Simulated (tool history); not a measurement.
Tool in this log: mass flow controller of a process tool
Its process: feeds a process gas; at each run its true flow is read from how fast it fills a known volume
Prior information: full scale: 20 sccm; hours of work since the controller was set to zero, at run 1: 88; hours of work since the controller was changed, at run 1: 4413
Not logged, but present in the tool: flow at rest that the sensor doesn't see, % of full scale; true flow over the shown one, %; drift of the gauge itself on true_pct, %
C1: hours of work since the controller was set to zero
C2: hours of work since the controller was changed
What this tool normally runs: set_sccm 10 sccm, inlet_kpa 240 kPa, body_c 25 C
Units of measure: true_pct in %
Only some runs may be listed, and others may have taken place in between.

Run 1, hour 0.0: usual settings; C1 88; C2 4413. Result: true_pct 99.25 %.
Run 2, hour 158.1: usual settings; C1 188; C2 4513. Result: true_pct 99.20 %.
Run 3, hour 406.9: usual settings; C1 345; C2 4670. Result: true_pct 99.10 %.
Run 4, hour 576.1: usual settings; C1 452; C2 4777. Result: true_pct 99.03 %.
Run 5, hour 714.9: usual settings but body_c 31 C; C1 540; C2 4865. Result: true_pct 99.39 %.
Run 6, hour 914.8: usual settings but body_c 31 C; C1 666; C2 4991. Result: true_pct 99.23 %.
Run 7, hour 1145.0: usual settings but body_c 31 C; C1 811; C2 5136. Result: true_pct 99.17 %.
Run 8, hour 1344.8: usual settings but body_c 31 C; C1 937; C2 5262. Result: true_pct 98.98 %.
Run 9, hour 1599.8: usual settings; C1 1098; C2 5423. Result: true_pct 98.68 %.
Run 10, hour 1722.2: usual settings but set_sccm 7 sccm, inlet_kpa 270 kPa; C1 1176; C2 5501. Result: true_pct 98.43 %.
Run 11, hour 1930.0: usual settings but set_sccm 7 sccm, inlet_kpa 270 kPa; C1 1307; C2 5632. Result: true_pct 98.18 %.
Run 12, hour 2157.9: usual settings but set_sccm 3 sccm; C1 1451; C2 5776. Result: true_pct 97.80 %.
Run 13, hour 2386.7: usual settings but inlet_kpa 214 kPa, body_c 37 C; C1 1595; C2 5920. Result: true_pct 98.92 %.
Run 14, hour 2578.0: usual settings but inlet_kpa 176 kPa, body_c 20 C; C1 1716; C2 6041. Result: true_pct 97.64 %.
Run 15, hour 2710.0: usual settings but inlet_kpa 195 kPa, body_c 20 C; C1 1799; C2 6124. Result: true_pct 97.65 %.
Run 16, hour 2917.8: usual settings but inlet_kpa 220 kPa, body_c 24 C; C1 1931; C2 6255. Result: true_pct 97.77 %.
Run 17, hour 3117.0: usual settings but set_sccm 4 sccm, inlet_kpa 199 kPa, body_c 31 C; C1 2056; C2 6381. Result: true_pct 97.58 %.

Here are 5 independent what-if runs from the current tool condition. What would each one return?
Run A, hour 3321.7: usual settings but inlet_kpa 246 kPa; C1 2186; C2 6511. Result: true_pct ?.
Run B, hour 3321.7: usual settings but set_sccm 8 sccm, inlet_kpa 256 kPa, body_c 28 C; C1 2186; C2 6511. Result: true_pct ?.
Run C, hour 3321.7: usual settings but body_c 21 C; C1 2186; C2 6511. Result: true_pct ?.
Run D, hour 3321.7: usual settings but set_sccm 9 sccm, inlet_kpa 192 kPa, body_c 31 C; C1 2186; C2 6511. Result: true_pct ?.
Run E, hour 3321.7: usual settings but set_sccm 3 sccm, inlet_kpa 228 kPa; C1 2186; C2 6511. Result: true_pct ?.

run  true_pct
  A     97.97
  B     97.78
  C     97.62
  D     97.90
  E     97.25
Without the tool's unlogged condition, the same runs would have read:
run  true_pct
  A     99.44
  B     99.25
  C     99.09
  D     99.37
  E     98.71
